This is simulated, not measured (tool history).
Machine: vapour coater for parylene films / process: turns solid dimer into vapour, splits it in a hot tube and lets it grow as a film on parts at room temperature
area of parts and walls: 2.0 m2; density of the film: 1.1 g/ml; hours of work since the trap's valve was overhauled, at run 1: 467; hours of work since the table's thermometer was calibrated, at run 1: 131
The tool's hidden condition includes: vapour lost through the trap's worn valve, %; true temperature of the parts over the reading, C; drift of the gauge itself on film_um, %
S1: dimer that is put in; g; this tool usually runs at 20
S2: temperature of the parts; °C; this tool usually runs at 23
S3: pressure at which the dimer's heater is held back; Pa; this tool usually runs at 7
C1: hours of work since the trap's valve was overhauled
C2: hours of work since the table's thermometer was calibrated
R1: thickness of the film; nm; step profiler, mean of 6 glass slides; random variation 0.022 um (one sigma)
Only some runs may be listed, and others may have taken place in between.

run,hour,S1,S2,S3,C1,C2,R1
1,0,20,23,7,467,131,4550
2,9.7,20,23,7,474,138,4600
3,21.2,20,23,7,482,146,4580
4,31.3,20,27,7,489,153,3840
5,47.8,17,23,7,501,165,3890
6,60,20,30,7,510,173,3390
7,73.2,20,30,7,519,183,3360
8,84.6,13,23,7,527,191,2940
9,98.6,13,23,7,537,201,2980
10,117,20,23,7,550,214,4510
11,127.7,20,23,7,558,221,4530
12,144.6,20,23,7,570,233,4550
13,158.6,20,23,2.67,580,243,5250
14,178.2,20,23,2.67,594,257,5240
15,196.1,20,23,2.67,606,270,5250
16,210.9,20,23,4.47,617,281,4850
# hour 233: trap's valve overhauled
17,234.3,20,23,4.47,1,294,5100
18,244.2,20,23,4.47,8,301,5130
19,256.9,20,23,4.47,17,310,5100
20,270.3,20,27,7,26,320,4020
21,282.2,20,27,7,35,328,3990
22,303.2,20,27,7,50,343,3980
23,316.8,20,27,7,59,353,3980
24,335.3,20,27,7,73,366,3950
25,352.2,9,27,3.75,85,378,1960
26,368.4,20,26,3.01,96,390,4700
27,380.2,20,26,3.01,104,398,4750
28,391.1,20,16,4.56,112,406,6800
29,402.9,10,24,3.95,121,414,2450
30,418.1,10,27,8.51,131,425,1900
31,434.2,11,26,2.48,143,436,2650
32,454.6,10,22,3.87,157,451,2680
33,466.1,10,22,3.87,165,459,2670
34,483,13,28,4.24,177,471,2620
35,496.3,20,17,3.31,187,480,6750
36,507.7,20,16,3.47,195,488,6980
37,523.2,20,16,3.47,206,499,6980
38,543.8,17,26,4.11,221,514,3780
39,561,13,32,4.44,233,526,2190
40,577,13,32,3.36,244,537,2290
41,596.9,13,29,8.04,258,552,2270
42,614.9,13,29,8.04,271,564,2290
43,635.2,10,18,3.3,285,579,3210
44,652.3,15,21,6.08,298,591,3860
45,666.2,26,25,6.08,307,601,5630
46,679.7,26,25,6.08,317,610,5560

5 options for the next run, each taken on its own from the tool as it stands now. Forecast them:
A,692,36,25,6.08,326,619,?
B,692,9,18,7,326,619,?
C,692,15,30,3.62,326,619,?
D,692,15,25,3.91,326,619,?
E,692,9,23,2.53,326,619,?

run,R1
A,7780
B,2550
C,2820
D,3470
E,2410
With no hidden state in the tool, these same runs would have given:
run,R1
A,8110
B,2660
C,2930
D,3620
E,2510

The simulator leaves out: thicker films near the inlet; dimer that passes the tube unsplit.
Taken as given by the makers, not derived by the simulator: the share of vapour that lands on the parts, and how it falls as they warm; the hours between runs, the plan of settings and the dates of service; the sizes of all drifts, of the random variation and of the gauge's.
